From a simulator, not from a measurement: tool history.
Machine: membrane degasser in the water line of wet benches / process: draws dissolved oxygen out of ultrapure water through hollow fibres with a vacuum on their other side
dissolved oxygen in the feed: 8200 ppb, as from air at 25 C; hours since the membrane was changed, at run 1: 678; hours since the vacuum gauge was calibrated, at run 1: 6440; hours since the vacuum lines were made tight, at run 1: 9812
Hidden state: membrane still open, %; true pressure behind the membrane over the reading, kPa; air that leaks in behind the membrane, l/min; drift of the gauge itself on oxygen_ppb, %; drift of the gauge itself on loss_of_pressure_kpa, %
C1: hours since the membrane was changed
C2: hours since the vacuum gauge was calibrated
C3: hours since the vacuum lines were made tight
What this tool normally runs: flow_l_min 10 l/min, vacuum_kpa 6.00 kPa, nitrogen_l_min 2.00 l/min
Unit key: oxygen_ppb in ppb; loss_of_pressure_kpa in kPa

run 1 hour=0.0 | flow_l_min=10 vacuum_kpa=6.00 nitrogen_l_min=2.00 | C1=678 C2=6440 C3=9812 | oxygen_ppb=200.8 loss_of_pressure_kpa=58.75
run 2 hour=23.5 | flow_l_min=10 vacuum_kpa=12.97 nitrogen_l_min=2.00 | C1=702 C2=6464 C3=9836 | oxygen_ppb=282.9 loss_of_pressure_kpa=58.50
run 3 hour=64.1 | flow_l_min=10 vacuum_kpa=12.97 nitrogen_l_min=2.00 | C1=742 C2=6504 C3=9877 | oxygen_ppb=278.0 loss_of_pressure_kpa=58.15
run 4 hour=105.0 | flow_l_min=10 vacuum_kpa=12.97 nitrogen_l_min=1.75 | C1=783 C2=6545 C3=9918 | oxygen_ppb=299.2 loss_of_pressure_kpa=58.17
run 5 hour=134.8 | flow_l_min=10 vacuum_kpa=12.97 nitrogen_l_min=1.75 | C1=813 C2=6575 C3=9947 | oxygen_ppb=296.2 loss_of_pressure_kpa=58.08
run 6 hour=162.3 | flow_l_min=10 vacuum_kpa=12.99 nitrogen_l_min=1.75 | C1=841 C2=6602 C3=9975 | oxygen_ppb=297.6 loss_of_pressure_kpa=58.02
run 7 hour=185.8 | flow_l_min=10 vacuum_kpa=12.99 nitrogen_l_min=1.75 | C1=864 C2=6626 C3=9998 | oxygen_ppb=297.1 loss_of_pressure_kpa=57.62
run 8 hour=215.7 | flow_l_min=10 vacuum_kpa=12.99 nitrogen_l_min=0.96 | C1=894 C2=6656 C3=10028 | oxygen_ppb=391.5 loss_of_pressure_kpa=58.46
run 9 hour=238.2 | flow_l_min=10 vacuum_kpa=12.99 nitrogen_l_min=0.96 | C1=916 C2=6678 C3=10051 | oxygen_ppb=396.2 loss_of_pressure_kpa=57.69
run 10 hour=270.6 | flow_l_min=10 vacuum_kpa=12.99 nitrogen_l_min=0.96 | C1=949 C2=6711 C3=10083 | oxygen_ppb=395.0 loss_of_pressure_kpa=56.90
run 11 hour=290.6 | flow_l_min=10 vacuum_kpa=12.99 nitrogen_l_min=0.96 | C1=969 C2=6731 C3=10103 | oxygen_ppb=397.2 loss_of_pressure_kpa=57.53
run 12 hour=327.6 | flow_l_min=10 vacuum_kpa=5.95 nitrogen_l_min=1.78 | C1=1006 C2=6768 C3=10140 | oxygen_ppb=208.3 loss_of_pressure_kpa=57.17
run 13 hour=363.6 | flow_l_min=10 vacuum_kpa=5.95 nitrogen_l_min=1.78 | C1=1042 C2=6804 C3=10176 | oxygen_ppb=199.4 loss_of_pressure_kpa=57.03
run 14 hour=404.9 | flow_l_min=10 vacuum_kpa=5.95 nitrogen_l_min=1.78 | C1=1083 C2=6845 C3=10217 | oxygen_ppb=203.8 loss_of_pressure_kpa=57.16
-- hour=424.2 gauge calibrated
run 15 hour=441.1 | flow_l_min=10 vacuum_kpa=5.95 nitrogen_l_min=2.04 | C1=1119 C2=6881 C3=10254 | oxygen_ppb=200.9 loss_of_pressure_kpa=58.70
run 16 hour=485.6 | flow_l_min=7 vacuum_kpa=3.60 nitrogen_l_min=2.04 | C1=1164 C2=6926 C3=10298 | oxygen_ppb=46.5 loss_of_pressure_kpa=40.91
run 17 hour=527.4 | flow_l_min=7 vacuum_kpa=4.08 nitrogen_l_min=2.21 | C1=1206 C2=6968 C3=10340 | oxygen_ppb=49.7 loss_of_pressure_kpa=41.04
run 18 hour=575.4 | flow_l_min=9 vacuum_kpa=10.16 nitrogen_l_min=1.94 | C1=1254 C2=7016 C3=10388 | oxygen_ppb=195.5 loss_of_pressure_kpa=52.04
run 19 hour=608.5 | flow_l_min=10 vacuum_kpa=3.98 nitrogen_l_min=1.36 | C1=1287 C2=7049 C3=10421 | oxygen_ppb=180.8 loss_of_pressure_kpa=58.18

Alternative continuations, all from the tool just after run 19; predict every row:
run A hour=633.9 | flow_l_min=11 vacuum_kpa=6.02 nitrogen_l_min=1.32 | C1=1312 C2=7074 C3=10446 | oxygen_ppb=? loss_of_pressure_kpa=?
run B hour=633.9 | flow_l_min=9 vacuum_kpa=4.21 nitrogen_l_min=2.00 | C1=1312 C2=7074 C3=10446 | oxygen_ppb=? loss_of_pressure_kpa=?
run C hour=633.9 | flow_l_min=10 vacuum_kpa=3.89 nitrogen_l_min=2.00 | C1=1312 C2=7074 C3=10446 | oxygen_ppb=? loss_of_pressure_kpa=?
run D hour=633.9 | flow_l_min=10 vacuum_kpa=11.91 nitrogen_l_min=2.00 | C1=1312 C2=7074 C3=10446 | oxygen_ppb=? loss_of_pressure_kpa=?

run=A oxygen_ppb=276.3 loss_of_pressure_kpa=63.79
run=B oxygen_ppb=129.0 loss_of_pressure_kpa=51.95
run=C oxygen_ppb=174.4 loss_of_pressure_kpa=57.70
run=D oxygen_ppb=266.8 loss_of_pressure_kpa=57.98
With no hidden state in the tool, these same runs would have given:
run=A oxygen_ppb=276.1 loss_of_pressure_kpa=64.66
run=B oxygen_ppb=128.9 loss_of_pressure_kpa=52.66
run=C oxygen_ppb=174.3 loss_of_pressure_kpa=58.49
run=D oxygen_ppb=266.6 loss_of_pressure_kpa=58.77
